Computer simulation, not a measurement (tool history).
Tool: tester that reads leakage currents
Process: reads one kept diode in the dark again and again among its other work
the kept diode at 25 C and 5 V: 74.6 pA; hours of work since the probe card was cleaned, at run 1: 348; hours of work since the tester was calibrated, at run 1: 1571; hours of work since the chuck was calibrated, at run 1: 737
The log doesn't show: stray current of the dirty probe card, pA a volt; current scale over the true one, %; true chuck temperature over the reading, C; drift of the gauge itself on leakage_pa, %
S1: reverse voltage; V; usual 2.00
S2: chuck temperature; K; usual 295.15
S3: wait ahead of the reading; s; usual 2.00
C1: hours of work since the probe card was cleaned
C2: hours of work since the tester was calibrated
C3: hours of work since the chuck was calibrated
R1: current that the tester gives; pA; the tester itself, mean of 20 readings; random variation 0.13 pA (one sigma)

{"run": 1, "hour": 0.0, "S1": 2.0, "S2": 295.15, "S3": 2.0, "C1": 348, "C2": 1571, "C3": 737, "R1": 37.16}
{"run": 2, "hour": 32.9, "S1": 2.0, "S2": 295.15, "S3": 2.0, "C1": 369, "C2": 1591, "C3": 758, "R1": 37.08}
{"run": 3, "hour": 64.3, "S1": 2.0, "S2": 295.15, "S3": 2.0, "C1": 388, "C2": 1611, "C3": 777, "R1": 37.24}
{"run": 4, "hour": 82.0, "S1": 2.0, "S2": 329.15, "S3": 2.0, "C1": 399, "C2": 1622, "C3": 788, "R1": 448.18}
{"run": 5, "hour": 113.6, "S1": 2.0, "S2": 329.15, "S3": 2.0, "C1": 419, "C2": 1642, "C3": 808, "R1": 446.14}
{"run": 6, "hour": 134.4, "S1": 2.0, "S2": 329.15, "S3": 2.0, "C1": 432, "C2": 1655, "C3": 821, "R1": 443.72}
{"run": 7, "hour": 161.2, "S1": 2.0, "S2": 295.15, "S3": 2.0, "C1": 449, "C2": 1672, "C3": 838, "R1": 36.77}
{"run": 8, "hour": 187.1, "S1": 2.0, "S2": 295.15, "S3": 2.0, "C1": 466, "C2": 1688, "C3": 855, "R1": 36.85}
{"run": 9, "hour": 217.0, "S1": 2.0, "S2": 295.15, "S3": 8.76, "C1": 484, "C2": 1707, "C3": 873, "R1": 36.61}
{"run": 10, "hour": 240.7, "S1": 2.0, "S2": 295.15, "S3": 8.76, "C1": 499, "C2": 1722, "C3": 888, "R1": 36.41}
{"run": 11, "hour": 264.3, "S1": 2.0, "S2": 295.15, "S3": 8.76, "C1": 514, "C2": 1737, "C3": 903, "R1": 36.42}
{"run": 12, "hour": 293.3, "S1": 2.0, "S2": 325.15, "S3": 2.0, "C1": 532, "C2": 1755, "C3": 921, "R1": 336.35}
{"run": 13, "hour": 310.0, "S1": 2.0, "S2": 295.15, "S3": 2.0, "C1": 543, "C2": 1766, "C3": 932, "R1": 36.55}
{"run": 14, "hour": 332.6, "S1": 2.0, "S2": 295.15, "S3": 2.0, "C1": 557, "C2": 1780, "C3": 946, "R1": 36.66}
{"run": 15, "hour": 355.8, "S1": 2.85, "S2": 323.15, "S3": 1.43, "C1": 572, "C2": 1794, "C3": 961, "R1": 335.18}
{"run": 16, "hour": 380.0, "S1": 6.12, "S2": 323.15, "S3": 0.66, "C1": 587, "C2": 1810, "C3": 976, "R1": 454.0}
{"run": 17, "hour": 396.8, "S1": 16.63, "S2": 329.15, "S3": 3.77, "C1": 597, "C2": 1820, "C3": 986, "R1": 1002.06}
{"run": 18, "hour": 429.1, "S1": 9.64, "S2": 329.15, "S3": 1.9, "C1": 618, "C2": 1840, "C3": 1007, "R1": 802.61}
{"run": 19, "hour": 452.8, "S1": 9.64, "S2": 329.15, "S3": 1.9, "C1": 633, "C2": 1855, "C3": 1022, "R1": 804.36}
{"hour": 457.4, "done": "probe card cleaned and baked"}
{"run": 20, "hour": 483.3, "S1": 11.81, "S2": 309.15, "S3": 7.61, "C1": 16, "C2": 1873, "C3": 1039, "R1": 217.66}
{"run": 21, "hour": 513.3, "S1": 15.57, "S2": 314.15, "S3": 0.47, "C1": 35, "C2": 1892, "C3": 1058, "R1": 356.8}
{"hour": 523.4, "done": "probe card cleaned and baked, once more"}
{"run": 22, "hour": 540.1, "S1": 3.86, "S2": 324.15, "S3": 1.8, "C1": 11, "C2": 1907, "C3": 1073, "R1": 399.19}
{"run": 23, "hour": 563.7, "S1": 1.24, "S2": 296.15, "S3": 0.93, "C1": 25, "C2": 1921, "C3": 1088, "R1": 31.85}
{"run": 24, "hour": 581.0, "S1": 2.0, "S2": 298.15, "S3": 7.77, "C1": 36, "C2": 1932, "C3": 1099, "R1": 44.85}
{"run": 25, "hour": 597.0, "S1": 14.57, "S2": 301.15, "S3": 6.48, "C1": 46, "C2": 1942, "C3": 1109, "R1": 123.28}
{"run": 26, "hour": 620.9, "S1": 2.2, "S2": 294.15, "S3": 2.0, "C1": 61, "C2": 1957, "C3": 1124, "R1": 33.47}
{"run": 27, "hour": 644.5, "S1": 2.2, "S2": 294.15, "S3": 2.0, "C1": 76, "C2": 1972, "C3": 1138, "R1": 33.73}

Forecast each of these 3 alternatives for the next run:
{"run": "A", "hour": 665.2, "S1": 5.9, "S2": 295.15, "S3": 1.77, "C1": 89, "C2": 1985, "C3": 1151, "R1": "?"}
{"run": "B", "hour": 665.2, "S1": 12.2, "S2": 295.15, "S3": 2.0, "C1": 89, "C2": 1985, "C3": 1151, "R1": "?"}
{"run": "C", "hour": 665.2, "S1": 13.31, "S2": 330.15, "S3": 3.85, "C1": 89, "C2": 1985, "C3": 1151, "R1": "?"}

run=A R1=54.24
run=B R1=72.37
run=C R1=956.72
Without the tool's hidden state the same runs would have given:
run=A R1=63.64
run=B R1=84.56
run=C R1=1098.17

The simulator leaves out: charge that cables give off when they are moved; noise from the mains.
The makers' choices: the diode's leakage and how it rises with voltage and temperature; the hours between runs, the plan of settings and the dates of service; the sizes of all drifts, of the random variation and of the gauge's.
